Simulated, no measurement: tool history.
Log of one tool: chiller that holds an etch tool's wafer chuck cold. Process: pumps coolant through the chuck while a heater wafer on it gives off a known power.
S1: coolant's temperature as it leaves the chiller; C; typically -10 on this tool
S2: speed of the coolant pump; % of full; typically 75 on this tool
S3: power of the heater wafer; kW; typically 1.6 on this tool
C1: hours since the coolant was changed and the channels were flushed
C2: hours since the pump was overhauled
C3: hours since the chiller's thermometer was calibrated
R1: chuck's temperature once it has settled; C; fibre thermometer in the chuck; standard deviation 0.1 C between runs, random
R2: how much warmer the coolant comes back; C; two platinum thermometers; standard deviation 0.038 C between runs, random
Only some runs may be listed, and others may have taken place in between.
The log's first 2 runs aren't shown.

run,hour,S1,S2,S3,C1,C2,C3,R1,R2
3,98.5,-10,65,1.6,7155,3149,1034,8.6,9.6
# hour 111.8: coolant changed, channels flushed
4,138.4,-13,65,1.6,27,3183,1068,3.2,9.59
5,177.9,-13,65,1.6,66,3223,1107,3.2,9.64
6,253.1,-13,65,1.6,141,3298,1182,3.3,9.6
7,291,-10,75,1.6,179,3336,1220,4.1,8.28
8,344.2,-10,75,1.6,232,3389,1273,4.4,8.29
9,377.6,-10,75,1.431,266,3422,1307,2.7,7.35
10,425.6,-10,75,1.431,314,3470,1355,2.8,7.37
11,461.9,-10,65,1.6,350,3507,1391,6.5,9.58
12,535.9,-10,82,1.6,424,3581,1465,3.4,7.47
13,599.9,-10,82,1.6,488,3645,1529,3.2,7.54
14,675.8,-10,82,1.6,564,3721,1605,3.4,7.5
15,712.3,-10,64,1.6,600,3757,1642,6.8,9.87
16,779.2,-10,75,1.6,667,3824,1708,4.5,8.35
17,830.1,-10,76,1.017,718,3875,1759,-0.9,5.17
18,893.2,-10,75,1.236,781,3938,1822,1.3,6.42

Run 19, settings as shown, results not yet in. Your forecast:
19,957.7,-16,75,1.236,846,4002,1887,?,?

R1: -4.9 C
R2: 6.37 C
With the hidden condition absent and the run-to-run variation left alone, this run would have shown R1 -5.6 C, R2 5.95 C.

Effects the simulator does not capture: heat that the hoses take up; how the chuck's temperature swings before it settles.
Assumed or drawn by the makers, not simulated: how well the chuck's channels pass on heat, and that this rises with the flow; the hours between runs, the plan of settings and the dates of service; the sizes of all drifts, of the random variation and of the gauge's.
